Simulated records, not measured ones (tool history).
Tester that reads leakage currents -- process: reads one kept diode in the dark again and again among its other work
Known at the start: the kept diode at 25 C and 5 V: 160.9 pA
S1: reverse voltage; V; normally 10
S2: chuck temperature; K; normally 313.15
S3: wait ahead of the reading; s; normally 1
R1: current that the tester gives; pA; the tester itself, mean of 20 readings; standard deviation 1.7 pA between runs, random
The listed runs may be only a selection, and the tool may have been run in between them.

run	hour	S1	S2	S3	R1
1	0	10	313.15	1	546.51
2	171.5	10	313.15	1	542.69
3	414.3	10	306.15	1	357.93
4	663.1	10	306.15	1	355.22
5	812.5	10	306.15	1	351.44
6	954.5	10	313.15	1.62	567.3
7	1167.8	10	313.15	1.62	563.77
8	1383.4	10	313.15	1.62	558.84
9	1630.7	10	313.15	1.62	555.59
10	1777.9	10	313.15	1.62	553.73
11	2001.1	10	308.15	1	392.39
12	2257	4.5	313.15	1	427.55
13	2475.4	10	313.15	1	585.47
14	2660	10	313.15	1	581.52
15	2775.1	10	313.15	1	576.84
16	2905.7	10	313.15	1	578.93
17	3086.6	13.6	313.15	1	628
18	3331.1	13.6	313.15	1	625.08
19	3522	13.6	313.15	1	615.51
20	3677.7	13.6	313.15	0.35	625.24
21	3926.7	13.6	313.15	0.35	618.68
22	4142.2	10	313.15	5.96	551.93
23	4262.2	14.4	313.15	9.02	613.85
24	4509.2	14.4	313.15	9.02	659.39
25	4703.7	5.1	322.15	1.12	858.83
26	4844.9	3.1	322.15	9.3	738.46
27	5009.9	6.3	299.15	3.31	186.24
28	5273.5	3.1	308.15	3.77	281.95
29	5509.8	3.1	308.15	3.77	279.47
30	5735.7	6.8	324.15	2.01	1022.89
31	5969.4	6.8	311.15	2.01	432.14
32	6191.7	6.8	298.15	1.05	167.66
33	6342.2	4.3	295.15	0.34	117.26
34	6519.4	4.3	295.15	0.34	118.03
35	6726.2	1	293.15	0.34	68.93
36	6981	2.2	317.15	3.26	480.19
37	7103.4	11.5	308.15	7.38	428.79
38	7279.9	5.5	325.15	2.93	1045.87

Withheld: 8 entries from between the runs. Position of each, and hidden state at the listed run before versus the listed run after:
From run 2 to run 3: chuck's temperature calibrated (hour 198.1)
  stray current of the dirty probe card, pA a volt: 0.221 -> 0.244; current scale over the true one, %: 0.14 -> 0.2; true chuck temperature over the reading, C: -1.14 -> -0.11
  measured minus no-state result, R1: -40.67 -> +0.18 pA
From run 4 to run 5: probe card cleaned and baked (hour 701.2)
  stray current of the dirty probe card, pA a volt: 0.267 -> 0.035; current scale over the true one, %: 0.26 -> 0.3; true chuck temperature over the reading, C: -0.23 -> -0.3
  measured minus no-state result, R1: -2.37 -> -6.42 pA
From run 12 to run 13: chuck's temperature calibrated (hour 2342.1)
  stray current of the dirty probe card, pA a volt: 0.173 -> 0.193; current scale over the true one, %: 0.65 -> 0.7; true chuck temperature over the reading, C: -1.03 -> -0.11
  measured minus no-state result, R1: -27.34 -> +1.46 pA
From run 18 to run 19: probe card cleaned and baked (hour 3356.7)
  stray current of the dirty probe card, pA a volt: 0.278 -> 0.043; current scale over the true one, %: 0.9 -> 0.95; true chuck temperature over the reading, C: -0.52 -> -0.62
  measured minus no-state result, R1: -13.08 -> -20.1 pA
From run 23 to run 24: chuck's temperature calibrated (hour 4480.2)
  stray current of the dirty probe card, pA a volt: 0.114 -> 0.137; current scale over the true one, %: 1.13 -> 1.19; true chuck temperature over the reading, C: -0.99 -> 0.03
  measured minus no-state result, R1: -33.97 -> +10.56 pA
From run 27 to run 28: tester calibrated (hour 5119.5)
  stray current of the dirty probe card, pA a volt: 0.182 -> 0.205; current scale over the true one, %: 1.31 -> 0.02; true chuck temperature over the reading, C: -0.22 -> -0.35
  measured minus no-state result, R1: +0.35 -> -6.31 pA
From run 31 to run 32: probe card cleaned and baked (hour 6008.1)
  stray current of the dirty probe card, pA a volt: 0.274 -> 0.038; current scale over the true one, %: 0.19 -> 0.24; true chuck temperature over the reading, C: -0.73 -> -0.84
  measured minus no-state result, R1: -19.51 -> -10.26 pA
From run 34 to run 35: chuck's temperature calibrated (hour 6619)
  stray current of the dirty probe card, pA a volt: 0.071 -> 0.091; current scale over the true one, %: 0.32 -> 0.37; true chuck temperature over the reading, C: -0.99 -> 0.07
  measured minus no-state result, R1: -8.45 -> +0.67 pA
